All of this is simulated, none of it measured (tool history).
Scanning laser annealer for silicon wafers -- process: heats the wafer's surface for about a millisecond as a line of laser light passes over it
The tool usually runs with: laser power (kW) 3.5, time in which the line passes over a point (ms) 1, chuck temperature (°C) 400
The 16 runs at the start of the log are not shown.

run	day	laser power (kW)	time in which the line passes over a point (ms)	chuck temperature (°C)	hours of work since the window was cleaned	hours of work since the power meter was calibrated	hours of work since the optics were aligned	highest temperature of the surface (°C)
17	5.6	3.5	1	400	352	223	932	1085
18	5.996	3.5	1	400	357	228	937	1084
19	6.379	3.5	1	400	362	233	942	1087
# day 6.758: optics aligned, line set to its width
20	6.9	3.5	1	400	366	237	2	1099
21	7.104	3.5	1.05	400	369	240	5	1114
22	7.442	3.351	1.13	400	373	245	9	1107
23	7.85	3.588	1.13	400	379	250	14	1163
24	8.283	3.5	1.03	390	384	255	20	1099
25	8.633	3.5	1.03	390	389	260	24	1099
# day 8.75: window over the wafer cleaned
26	8.975	3.653	1.02	386	3	263	28	1114
27	9.408	3.653	1.02	386	9	269	34	1116
28	9.846	3.5	1.2	377	14	275	39	1130
29	10.3	3.5	1.05	424	20	281	45	1126
30	10.604	3.5	0.78	419	24	285	49	1030
# day 10.921: window over the wafer cleaned, once more
31	11.025	3.5	0.78	419	1	289	54	1049
32	11.383	3.774	1	394	6	294	58	1164
33	11.817	3.774	1	394	12	299	64	1163
34	12.221	3.386	0.73	361	17	305	69	948
35	12.521	3.611	0.72	361	21	309	73	984
36	12.729	3.715	0.91	361	24	311	76	1083
37	13.196	3.715	0.91	361	30	317	82	1084
38	13.438	3.704	1	387	33	321	85	1143
39	13.796	3.648	1.01	370	38	325	90	1114
40	14.188	3.648	1.01	370	43	330	95	1115
41	14.421	3.629	0.75	370	46	333	98	1010

Each row is a separate what-if for the run after 41, all from the same tool condition, not one after another. Results?
A	14.704	3.713	0.94	370	49	337	102	?
B	14.704	3.526	0.78	411	49	337	102	?
C	14.704	3.592	0.78	368	49	337	102	?
D	14.704	3.5	0.87	400	49	337	102	?

run	highest temperature of the surface (°C)
A	1102
B	1044
C	1012
D	1064
Without the tool's unlogged condition, the same runs would have read:
run	highest temperature of the surface (°C)
A	1108
B	1049
C	1017
D	1069

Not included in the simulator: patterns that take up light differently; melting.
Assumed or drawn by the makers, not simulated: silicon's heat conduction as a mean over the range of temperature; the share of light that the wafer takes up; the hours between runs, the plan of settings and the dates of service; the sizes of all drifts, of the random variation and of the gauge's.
